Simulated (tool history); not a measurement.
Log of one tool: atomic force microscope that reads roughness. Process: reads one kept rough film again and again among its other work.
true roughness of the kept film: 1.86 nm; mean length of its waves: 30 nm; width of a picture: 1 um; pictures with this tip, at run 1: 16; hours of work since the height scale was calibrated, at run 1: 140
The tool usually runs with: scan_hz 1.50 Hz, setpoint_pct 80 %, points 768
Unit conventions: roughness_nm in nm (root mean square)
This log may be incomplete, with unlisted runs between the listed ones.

run	hour	scan_hz	setpoint_pct	points	pictures with this tip	hours of work since the height scale was calibrated	roughness_nm
1	0.0	1.50	80	768	16	140	1.675
2	5.4	1.50	80	768	25	143	1.652
3	10.7	1.50	71	768	33	145	1.692
4	15.7	1.45	71	768	42	148	1.662
5	27.4	1.50	80	808	61	153	1.605
6	33.3	1.50	80	808	71	156	1.604
7	41.2	1.50	80	768	84	160	1.587
8	47.9	0.83	80	768	95	163	1.614
9	59.2	1.50	80	768	113	169	1.563
10	66.9	1.50	80	768	126	173	1.532
11	76.8	1.50	80	768	142	178	1.542
12	86.6	1.31	80	768	159	182	1.526
# hour 95.3: new tip fitted
13	99.2	1.50	75	933	7	188	1.709
14	108.3	0.68	61	743	21	193	1.737
15	118.5	0.68	61	743	38	198	1.717
16	127.9	0.68	60	567	54	202	1.697
17	139.7	0.68	60	567	73	208	1.677
18	150.9	1.50	63	842	92	213	1.622
19	163.1	1.50	85	363	112	219	1.528
20	172.9	0.75	58	768	128	224	1.618
21	180.0	1.75	69	675	140	228	1.553
22	186.7	1.46	70	980	151	231	1.559
23	191.9	1.46	70	980	159	233	1.547

Branching from run 23: 3 alternative next runs. What would each branch give?
# hour 200.7: new tip fitted
A	203.0	1.72	61	980	4	239	?
# hour 200.7: new tip fitted
B	203.0	1.85	71	425	4	239	?
# hour 200.7: new tip fitted
C	203.0	2.06	87	1013	4	239	?

run	roughness_nm
A	1.731
B	1.702
C	1.589
With no hidden state in the tool, these same runs would have given:
run	roughness_nm
A	1.741
B	1.711
C	1.597

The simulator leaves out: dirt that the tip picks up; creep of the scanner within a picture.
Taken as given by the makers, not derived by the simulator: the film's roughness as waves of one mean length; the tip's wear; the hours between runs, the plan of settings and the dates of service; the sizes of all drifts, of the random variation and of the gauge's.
